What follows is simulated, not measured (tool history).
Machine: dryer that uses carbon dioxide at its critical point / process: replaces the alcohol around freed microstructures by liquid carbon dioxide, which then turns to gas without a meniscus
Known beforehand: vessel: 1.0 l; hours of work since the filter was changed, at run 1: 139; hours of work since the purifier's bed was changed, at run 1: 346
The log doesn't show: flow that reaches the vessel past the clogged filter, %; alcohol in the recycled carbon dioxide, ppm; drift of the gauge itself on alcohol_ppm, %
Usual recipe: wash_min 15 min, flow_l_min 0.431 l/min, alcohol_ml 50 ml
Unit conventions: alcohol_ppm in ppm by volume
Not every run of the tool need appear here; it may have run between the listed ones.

run,day,wash_min,flow_l_min,alcohol_ml,hours of work since the filter was changed,hours of work since the purifier's bed was changed,alcohol_ppm
1,0,15,0.431,50,139,346,666
2,2.85,15,0.431,50,170,378,701
3,4.558,21,0.431,50,189,397,200
4,7.55,21,0.431,50,222,430,214
5,9.338,21,0.431,50,241,449,217
# day 10.742: inlet filter changed
6,12.121,21,0.431,50,15,479,175
7,13.633,15,0.572,50,32,496,226
8,15.721,15,0.431,50,55,519,631
9,18.067,15,0.431,50,81,545,655
10,20.35,15,0.431,20,106,570,353
11,22.25,15,0.431,87,127,591,1168
12,24.096,15,0.431,87,147,611,1192
13,25.854,15,0.431,50,166,630,768
14,27.142,15,0.431,50,180,645,780
15,29.408,20,0.431,50,205,670,286
16,32.125,20,0.431,50,235,699,318
17,33.758,20,0.431,50,253,717,313
# day 34.246: inlet filter changed
18,35.517,20,0.431,45,14,736,246
19,37.738,20,0.431,115,38,761,418
20,40.254,20,0.431,115,66,788,436
21,41.592,20,0.431,115,81,803,457
22,44.3,20,0.431,115,111,833,467
23,46.021,20,0.431,115,130,852,498
24,47.562,15,0.431,50,146,869,803
25,48.925,15,0.263,39,161,884,2898
26,50.967,21,0.431,50,184,906,306
27,53.7,21,0.431,50,214,936,292
28,55.458,21,0.523,25,233,956,198
# day 57.712: inlet filter changed
29,57.712,16,0.514,52,0,980,341
30,60.629,11,0.457,50,32,1012,1697
31,62.725,14,0.508,29,55,1035,395
32,64.254,16,0.351,29,72,1052,773
33,66.825,17,0.357,33,100,1080,717
34,68.867,20,0.695,35,123,1103,212
# day 71.496: purifier's bed changed
35,71.85,20,0.695,22,154,4,2
36,73.608,11,0.667,50,173,23,358
37,75.867,21,0.431,50,198,48,128
38,77.508,15,0.431,23,216,66,337
39,80.046,15,0.431,23,244,94,345
# day 81.2: inlet filter changed
40,82.262,20,0.394,50,12,118,221
41,84.792,20,0.394,50,40,146,228

Forecast run 42:
42,87.342,19,0.526,28,68,174,?

{"run 42": {"alcohol_ppm": 66}}
If the tool had no hidden condition, the same run with the same run-to-run variation would have returned alcohol_ppm 26 ppm by volume.

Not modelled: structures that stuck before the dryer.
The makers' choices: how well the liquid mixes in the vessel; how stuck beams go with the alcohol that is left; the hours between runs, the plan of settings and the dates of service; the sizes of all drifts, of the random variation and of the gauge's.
